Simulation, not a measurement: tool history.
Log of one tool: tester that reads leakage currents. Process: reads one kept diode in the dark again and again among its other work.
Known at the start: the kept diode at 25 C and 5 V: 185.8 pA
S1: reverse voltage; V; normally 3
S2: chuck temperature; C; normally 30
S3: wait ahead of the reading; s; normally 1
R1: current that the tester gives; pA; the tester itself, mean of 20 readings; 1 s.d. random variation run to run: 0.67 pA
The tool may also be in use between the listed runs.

Run 1, hour 0: usual settings. Result: R1 229.05 pA.
Run 2, hour 127.1: usual settings but S2 21 C. Result: R1 101.12 pA.
Run 3, hour 252.6: usual settings but S2 21 C. Result: R1 102.07 pA.
Run 4, hour 348.3: usual settings. Result: R1 234.47 pA.
Run 5, hour 425.4: usual settings but S2 53 C. Result: R1 1651.67 pA.
Run 6, hour 528.1: usual settings but S2 53 C. Result: R1 1656.35 pA.
Run 7, hour 642.3: usual settings but S2 53 C. Result: R1 1665.86 pA.
Run 8, hour 757: usual settings. Result: R1 238.58 pA.
Run 9, hour 870.9: usual settings but S1 2.86 V. Result: R1 234.11 pA.
Run 10, hour 981.3: usual settings but S1 2.86 V. Result: R1 236.15 pA.
Run 11, hour 1058.7: usual settings but S2 50 C. Result: R1 1327.88 pA.
Run 12, hour 1159.8: usual settings but S3 0.72 s. Result: R1 245.63 pA.
Run 13, hour 1282.1: usual settings but S3 0.72 s. Result: R1 246.06 pA.
At hour 1289.7: chuck's temperature calibrated.
Run 14, hour 1357.8: usual settings. Result: R1 257.3 pA.
Run 15, hour 1441.7: usual settings but S2 45 C. Result: R1 924.61 pA.
Run 16, hour 1527.9: usual settings. Result: R1 257.36 pA.
Run 17, hour 1625.7: usual settings. Result: R1 259.22 pA.
Run 18, hour 1709.5: usual settings. Result: R1 260.31 pA.
Run 19, hour 1813.7: usual settings but S1 4.21 V. Result: R1 317.58 pA.
Run 20, hour 1885.7: usual settings but S1 2.2 V, S2 47 C, S3 1.41 s. Result: R1 941 pA.
At hour 1930.9: chuck's temperature calibrated, once more.
Run 21, hour 1970.4: usual settings but S1 1.8 V, S2 31 C, S3 0.74 s. Result: R1 187.9 pA.
Run 22, hour 2029.1: usual settings but S1 1.8 V, S2 31 C, S3 0.74 s. Result: R1 189.47 pA.
Run 23, hour 2129.5: usual settings but S2 26 C, S3 4.39 s. Result: R1 161.84 pA.
Run 24, hour 2237.8: usual settings but S1 1.81 V, S2 48 C, S3 4.7 s. Result: R1 822.07 pA.
At hour 2311.6: probe card cleaned and baked.
Run 25, hour 2356.9: usual settings but S1 3.8 V. Result: R1 260.84 pA.
Run 26, hour 2437.2: usual settings but S1 11.72 V, S2 28 C, S3 2.55 s. Result: R1 408.8 pA.
Run 27, hour 2510: usual settings but S1 11.72 V, S2 35 C, S3 2.55 s. Result: R1 769.02 pA.
Run 28, hour 2567.5: usual settings but S1 6.83 V. Result: R1 366.9 pA.
Run 29, hour 2628.8: usual settings but S2 57 C, S3 1.38 s. Result: R1 2245.07 pA.
Run 30, hour 2702.3: usual settings but S2 36 C, S3 0.71 s. Result: R1 398.01 pA.
Run 31, hour 2792.4: usual settings but S1 2.66 V, S2 49 C, S3 5.55 s. Result: R1 1125.5 pA.
Run 32, hour 2859.2: usual settings but S1 1.28 V, S2 28 C, S3 5.55 s. Result: R1 120.92 pA.
Run 33, hour 2929.8: usual settings but S1 11.71 V, S2 20 C, S3 3.1 s. Result: R1 197.19 pA.

Some steps in R1, run to run, broken into two amounts with sign: the step expected even without the hidden condition (settings, incoming material, random variation), and the rest, left for the hidden condition together with whatever gauge scatter is not in both the measured and the hidden-condition-free result:
Unlogged tool condition in this case: stray current of the dirty probe card, pA a volt; current scale over the true one, %; true chuck temperature over the reading, C; drift of the gauge itself on leakage_pa, %.
Run 7 -> 8: S2 53 -> 30. R1 -1427.28 pA: hidden state -45.75, all else -1381.53.
Run 14 -> 15: S2 30 -> 45. R1 +667.31 pA: hidden state +62.03, all else +605.28.
Run 19 -> 20: S1 4.21 -> 2.2, S2 30 -> 47, S3 1 -> 1.41. R1 +623.42 pA: hidden state +63.05, all else +560.37.
Run 20 -> 21: S1 2.2 -> 1.8, S2 47 -> 31, S3 1.41 -> 0.74, chuck's temperature calibrated, once more. R1 -753.1 pA: hidden state -105.01, all else -648.09.
Run 28 -> 29: S1 6.83 -> 3, S2 30 -> 57, S3 1 -> 1.38. R1 +1878.17 pA: hidden state +46.83, all else +1831.34.
Run 29 -> 30: S2 57 -> 36, S3 1.38 -> 0.71. R1 -1847.06 pA: hidden state -44.38, all else -1802.68.
